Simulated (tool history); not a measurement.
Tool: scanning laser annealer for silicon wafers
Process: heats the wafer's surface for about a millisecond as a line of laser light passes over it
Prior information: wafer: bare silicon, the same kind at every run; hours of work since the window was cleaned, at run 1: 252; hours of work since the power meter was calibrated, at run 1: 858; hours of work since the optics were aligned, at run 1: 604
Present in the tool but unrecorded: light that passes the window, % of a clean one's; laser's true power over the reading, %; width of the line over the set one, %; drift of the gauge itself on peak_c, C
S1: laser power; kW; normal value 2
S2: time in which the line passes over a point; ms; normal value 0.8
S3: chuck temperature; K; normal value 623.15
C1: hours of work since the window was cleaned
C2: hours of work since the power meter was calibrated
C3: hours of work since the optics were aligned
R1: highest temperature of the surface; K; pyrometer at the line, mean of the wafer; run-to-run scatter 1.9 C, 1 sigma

| run | day | S1 | S2 | S3 | C1 | C2 | C3 | R1 |
|---|---|---|---|---|---|---|---|---|
| 1 | 0 | 2 | 0.8 | 623.15 | 252 | 858 | 604 | 1369.15 |
| 2 | 1.612 | 2 | 0.8 | 623.15 | 279 | 884 | 630 | 1366.15 |
| 3 | 3.108 | 2 | 0.8 | 592.15 | 304 | 909 | 655 | 1336.15 |
| 4 | 4.004 | 1.824 | 0.8 | 623.15 | 318 | 924 | 669 | 1290.15 |
| 5 | 5.054 | 1.824 | 0.8 | 623.15 | 336 | 941 | 687 | 1290.15 |
| 6 | 6.217 | 1.975 | 0.8 | 623.15 | 355 | 960 | 706 | 1355.15 |
| 7 | 7.067 | 1.843 | 0.8 | 623.15 | 369 | 974 | 720 | 1299.15 |
| 8 | 8.767 | 2 | 0.8 | 623.15 | 397 | 1002 | 748 | 1366.15 |
| 9 | 9.996 | 2 | 0.8 | 623.15 | 417 | 1022 | 768 | 1360.15 |
| 10 | 11.692 | 2 | 0.8 | 623.15 | 445 | 1050 | 796 | 1360.15 |
| 11 | 12.733 | 2 | 0.599 | 623.15 | 462 | 1067 | 813 | 1255.15 |
| 12 | 14.125 | 2 | 0.8 | 623.15 | 485 | 1090 | 836 | 1360.15 |
| 13 | 15.388 | 2 | 0.8 | 623.15 | 506 | 1111 | 857 | 1359.15 |
| 14 | 17.088 | 1.74 | 0.773 | 593.15 | 534 | 1139 | 885 | 1208.15 |
| 15 | 17.962 | 1.74 | 0.724 | 633.15 | 548 | 1153 | 899 | 1228.15 |
| 16 | 19.375 | 2.055 | 0.608 | 623.15 | 571 | 1177 | 922 | 1278.15 |
| 17 | 20.912 | 1.769 | 0.922 | 612.15 | 597 | 1202 | 948 | 1294.15 |
| 18 | 22.2 | 1.769 | 0.922 | 612.15 | 618 | 1223 | 969 | 1294.15 |
| 19 | 22.912 | 1.716 | 0.8 | 623.15 | 630 | 1235 | 981 | 1232.15 |
| 20 | 24.292 | 1.871 | 0.628 | 607.15 | 652 | 1258 | 1003 | 1202.15 |
| 21 | 25.717 | 2.07 | 0.701 | 641.15 | 676 | 1281 | 1027 | 1348.15 |
| 22 | 27.317 | 2 | 0.961 | 623.15 | 702 | 1307 | 1053 | 1424.15 |
| 23 | 28.633 | 2 | 0.961 | 593.15 | 724 | 1329 | 1075 | 1387.15 |
| 24 | 30.042 | 1.713 | 0.961 | 593.15 | 747 | 1352 | 1098 | 1256.15 |

3 ways to go on from here, each from the tool as it stands after run 24. What would each give?
| A | 31.138 | 1.713 | 0.835 | 611.15 | 765 | 1370 | 1116 | ? |
| B | 31.138 | 2 | 0.62 | 623.15 | 765 | 1370 | 1116 | ? |
| C | 31.138 | 2 | 0.8 | 616.15 | 765 | 1370 | 1116 | ? |

| run | R1 |
|---|---|
| A | 1229.15 |
| B | 1254.15 |
| C | 1338.15 |
Without the tool's hidden state the same runs would have given:
| run | R1 |
|---|---|
| A | 1262.15 |
| B | 1288.15 |
| C | 1377.15 |

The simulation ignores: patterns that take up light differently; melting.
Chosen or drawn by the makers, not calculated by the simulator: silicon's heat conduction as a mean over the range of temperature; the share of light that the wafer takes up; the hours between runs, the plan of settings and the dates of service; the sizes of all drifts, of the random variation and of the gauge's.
